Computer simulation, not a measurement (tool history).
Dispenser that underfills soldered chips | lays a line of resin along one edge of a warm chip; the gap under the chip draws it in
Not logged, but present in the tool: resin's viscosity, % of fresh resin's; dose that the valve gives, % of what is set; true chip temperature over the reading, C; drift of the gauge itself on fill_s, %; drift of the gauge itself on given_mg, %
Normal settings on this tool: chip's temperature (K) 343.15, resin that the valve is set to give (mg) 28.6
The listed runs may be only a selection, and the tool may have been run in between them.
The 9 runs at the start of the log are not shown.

run    day  chip's temperature (K)  resin that the valve is set to give (mg)  hours of work since the syringe was changed  hours of work since the valve was cleaned  hours of work since the stage was calibrated  time until the resin shows at the far edge (s)  resin that the valve gave (mg)
 10  1.825                  343.15                                      28.6                                            5                                         43                                           177                                            75.1                            28.2
     2.004  -- new syringe of resin
 11  2.075                  343.15                                      28.6                                            1                                         48                                           181                                            63.2                           28.24
 12  2.271                  343.15                                      28.6                                            5                                         51                                           185                                            76.4                           28.03
     2.454  -- new syringe of resin
 13  2.517                  343.15                                      28.6                                            1                                         55                                           189                                            64.3                           28.16
 14  2.712                  330.15                                      28.6                                            4                                         58                                           192                                           129.8                           28.04
     2.912  -- new syringe of resin
 15  3.004                  330.15                                      28.6                                            2                                         63                                           197                                           109.9                           28.03
 16  3.279                  339.15                                      28.6                                            6                                         68                                           202                                            97.1                           27.96
     3.375  -- new syringe of resin
     3.442  -- dispensing valve cleaned and set on the balance
 17  3.517                  339.15                                      28.6                                            2                                          1                                           205                                            75.9                           28.49
 18  3.829                  352.15                                      25.7                                            7                                          7                                           210                                            59.9                           25.63
     3.871  -- new syringe of resin
 19  4.071                  352.15                                      25.7                                            3                                         11                                           214                                            49.3                           25.59
 20  4.242                  353.15                                      27.6                                            6                                         14                                           217                                            55.8                           27.41
     4.325  -- new syringe of resin
 21  4.462                  349.15                                      34.9                                            2                                         17                                           221                                              53                           34.73
 22  4.721                  348.15                                      24.4                                            7                                         22                                           225                                            72.3                           24.19
     4.775  -- new syringe of resin
 23  4.938                  356.15                                      29.9                                            3                                         25                                           229                                            42.5                           29.59
 24  5.075                  357.15                                      25.3                                            5                                         28                                           231                                            47.1                           25.04
     5.233  -- new syringe of resin
 25   5.25                  345.15                                      29.6                                            0                                         30                                           234                                            54.8                            29.2
 26  5.538                  347.15                                      28.6                                            5                                         35                                           239                                            67.4                           28.27
     5.683  -- new syringe of resin
 27  5.862                  343.15                                      33.2                                            3                                         41                                           244                                              70                           32.57
 28  6.083                  343.15                                      33.2                                            7                                         45                                           248                                            86.6                           32.66
     6.133  -- new syringe of resin
 29  6.308                  343.15                                      33.2                                            3                                         48                                           252                                            70.7                            32.5
     6.588  -- new syringe of resin
 30  6.633                  331.15                                      27.2                                            1                                         54                                           257                                           104.5                           26.54
 31  6.917                  331.15                                      27.2                                            6                                         59                                           262                                           134.2                            26.6
     7.038  -- new syringe of resin
 32   7.25                  331.15                                      27.2                                            4                                         64                                           268                                           123.1                           26.47
 33  7.429                  331.15                                      27.2                                            7                                         67                                           271                                           145.1                           26.53

Consider 4 possible next runs. They are alternatives, not a sequence: every one starts from the tool as it was left by run 33. What does each give?
     7.504  -- new syringe of resin
     7.642  -- dispensing valve cleaned and set on the balance
  A  7.738                  353.15                                      31.1                                            3                                          2                                           275                                               ?                               ?
     7.504  -- new syringe of resin
     7.642  -- dispensing valve cleaned and set on the balance
  B  7.738                  331.15                                      25.2                                            3                                          2                                           275                                               ?                               ?
     7.504  -- new syringe of resin
     7.642  -- dispensing valve cleaned and set on the balance
  C  7.738                  340.15                                      27.2                                            3                                          2                                           275                                               ?                               ?
     7.504  -- new syringe of resin
     7.642  -- dispensing valve cleaned and set on the balance
  D  7.738                  345.15                                      36.2                                            3                                          2                                           275                                               ?                               ?

run  time until the resin shows at the far edge (s)  resin that the valve gave (mg)
  A                                            49.4                           31.05
  B                                           124.1                           25.08
  C                                            81.9                           27.13
  D                                            68.5                           36.13
Without the tool's hidden state the same runs would have given:
run  time until the resin shows at the far edge (s)  resin that the valve gave (mg)
  A                                            37.6                           31.15
  B                                            93.5                           25.16
  C                                              62                           27.21
  D                                            52.2                           36.24
